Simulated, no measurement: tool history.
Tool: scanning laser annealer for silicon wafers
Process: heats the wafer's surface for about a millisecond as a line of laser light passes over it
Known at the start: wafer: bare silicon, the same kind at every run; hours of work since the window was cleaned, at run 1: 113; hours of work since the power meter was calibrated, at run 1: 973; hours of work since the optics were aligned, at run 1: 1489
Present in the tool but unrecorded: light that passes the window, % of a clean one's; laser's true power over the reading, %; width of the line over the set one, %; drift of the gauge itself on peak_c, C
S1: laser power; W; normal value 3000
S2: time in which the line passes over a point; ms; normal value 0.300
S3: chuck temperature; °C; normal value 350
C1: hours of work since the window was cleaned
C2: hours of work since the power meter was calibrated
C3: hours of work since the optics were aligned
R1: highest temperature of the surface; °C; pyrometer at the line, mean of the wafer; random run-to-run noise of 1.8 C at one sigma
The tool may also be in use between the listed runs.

run 1 day=0.000 | S1=3000 S2=0.300 S3=350 | C1=113 C2=973 C3=1489 | R1=1071
run 2 day=1.442 | S1=3000 S2=0.300 S3=374 | C1=137 C2=998 C3=1513 | R1=1094
run 3 day=2.558 | S1=3000 S2=0.300 S3=374 | C1=156 C2=1017 C3=1532 | R1=1094
run 4 day=4.258 | S1=3000 S2=0.300 S3=350 | C1=185 C2=1045 C3=1561 | R1=1074
run 5 day=6.008 | S1=3000 S2=0.300 S3=350 | C1=214 C2=1075 C3=1590 | R1=1074
run 6 day=7.783 | S1=3000 S2=0.223 S3=350 | C1=244 C2=1105 C3=1620 | R1=959
run 7 day=9.208 | S1=3000 S2=0.223 S3=350 | C1=269 C2=1129 C3=1644 | R1=958
run 8 day=10.796 | S1=3000 S2=0.223 S3=350 | C1=295 C2=1156 C3=1671 | R1=960
run 9 day=11.588 | S1=3000 S2=0.275 S3=350 | C1=309 C2=1169 C3=1685 | R1=1038
run 10 day=12.971 | S1=3000 S2=0.275 S3=350 | C1=332 C2=1193 C3=1708 | R1=1035
run 11 day=13.938 | S1=3000 S2=0.275 S3=350 | C1=348 C2=1209 C3=1724 | R1=1033
run 12 day=15.046 | S1=3000 S2=0.275 S3=350 | C1=367 C2=1228 C3=1743 | R1=1037
run 13 day=16.417 | S1=3000 S2=0.275 S3=350 | C1=390 C2=1251 C3=1766 | R1=1034
run 14 day=18.192 | S1=3000 S2=0.237 S3=332 | C1=420 C2=1281 C3=1796 | R1=963
run 15 day=19.012 | S1=2691 S2=0.363 S3=378 | C1=434 C2=1295 C3=1810 | R1=1100
run 16 day=19.879 | S1=3210 S2=0.312 S3=331 | C1=449 C2=1309 C3=1825 | R1=1121

Run 17 is up next; what results do you expect?
run 17 day=21.029 | S1=3000 S2=0.307 S3=349 | C1=468 C2=1329 C3=1844 | R1=?

R1: 1084 °C
Without the tool's hidden state the same run would have given R1 1085 °C.

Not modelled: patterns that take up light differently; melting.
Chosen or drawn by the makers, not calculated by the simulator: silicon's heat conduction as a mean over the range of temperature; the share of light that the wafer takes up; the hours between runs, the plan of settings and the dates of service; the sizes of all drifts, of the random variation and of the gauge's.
